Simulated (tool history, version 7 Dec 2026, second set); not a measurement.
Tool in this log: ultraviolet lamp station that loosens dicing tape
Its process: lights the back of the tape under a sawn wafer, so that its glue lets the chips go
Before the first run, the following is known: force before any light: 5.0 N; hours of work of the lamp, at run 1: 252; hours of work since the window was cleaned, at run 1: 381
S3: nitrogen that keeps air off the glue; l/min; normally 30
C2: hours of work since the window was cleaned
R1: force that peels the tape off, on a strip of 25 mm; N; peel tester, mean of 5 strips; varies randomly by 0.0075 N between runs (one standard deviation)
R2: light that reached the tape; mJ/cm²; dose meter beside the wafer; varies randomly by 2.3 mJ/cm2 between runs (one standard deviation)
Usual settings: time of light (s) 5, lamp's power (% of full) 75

Run 1, day 0: usual settings; hours of work of the lamp 252; C2 381. Result: R1 0.318 N, R2 213 mJ/cm².
Run 2, day 0.642: usual settings; hours of work of the lamp 259; C2 387. Result: R1 0.332 N, R2 213 mJ/cm².
Run 3, day 1.338: usual settings but S3 57 l/min; hours of work of the lamp 266; C2 395. Result: R1 0.229 N, R2 210 mJ/cm².
Run 4, day 1.983: usual settings; hours of work of the lamp 273; C2 401. Result: R1 0.346 N, R2 213 mJ/cm².
Run 5, day 2.338: usual settings; hours of work of the lamp 277; C2 405. Result: R1 0.315 N, R2 211 mJ/cm².
Run 6, day 2.688: usual settings; hours of work of the lamp 280; C2 409. Result: R1 0.343 N, R2 212 mJ/cm².
Run 7, day 3.383: usual settings; hours of work of the lamp 288; C2 416. Result: R1 0.325 N, R2 212 mJ/cm².
Run 8, day 3.675: usual settings; hours of work of the lamp 291; C2 419. Result: R1 0.34 N, R2 213 mJ/cm².
Run 9, day 4.312: usual settings; hours of work of the lamp 297; C2 426. Result: R1 0.351 N, R2 212 mJ/cm².
Run 10, day 4.733: usual settings but S3 53 l/min; hours of work of the lamp 302; C2 430. Result: R1 0.245 N, R2 213 mJ/cm².
Run 11, day 5.367: usual settings but time of light (s) 4, S3 53 l/min; hours of work of the lamp 308; C2 437. Result: R1 0.385 N, R2 170 mJ/cm².
Run 12, day 5.908: usual settings but time of light (s) 4, S3 53 l/min; hours of work of the lamp 314; C2 442. Result: R1 0.39 N, R2 167 mJ/cm².
Run 13, day 6.358: usual settings but time of light (s) 8, S3 20 l/min; hours of work of the lamp 319; C2 447. Result: R1 0.193 N, R2 338 mJ/cm².
Run 14, day 7: usual settings but lamp's power (% of full) 62, S3 9 l/min; hours of work of the lamp 325; C2 454. Result: R1 1.014 N, R2 174 mJ/cm².
Run 15, day 7.488: usual settings but lamp's power (% of full) 62, S3 9 l/min; hours of work of the lamp 330; C2 459. Result: R1 1.009 N, R2 173 mJ/cm².
Run 16, day 8.021: usual settings but lamp's power (% of full) 65; hours of work of the lamp 336; C2 464. Result: R1 0.47 N, R2 178 mJ/cm².
Run 17, day 8.375: usual settings but lamp's power (% of full) 90, S3 12 l/min; hours of work of the lamp 340; C2 468. Result: R1 0.452 N, R2 253 mJ/cm².

Run 18 is up next; what results do you expect?
Run 18, day 8.758: usual settings but lamp's power (% of full) 90, S3 12 l/min; hours of work of the lamp 344; C2 472. Result: R1 ?, R2 ?.

R1: 0.463 N
R2: 252 mJ/cm²
With the hidden condition absent and the run-to-run variation left alone, this run would have shown R1 0.373 N, R2 281 mJ/cm².
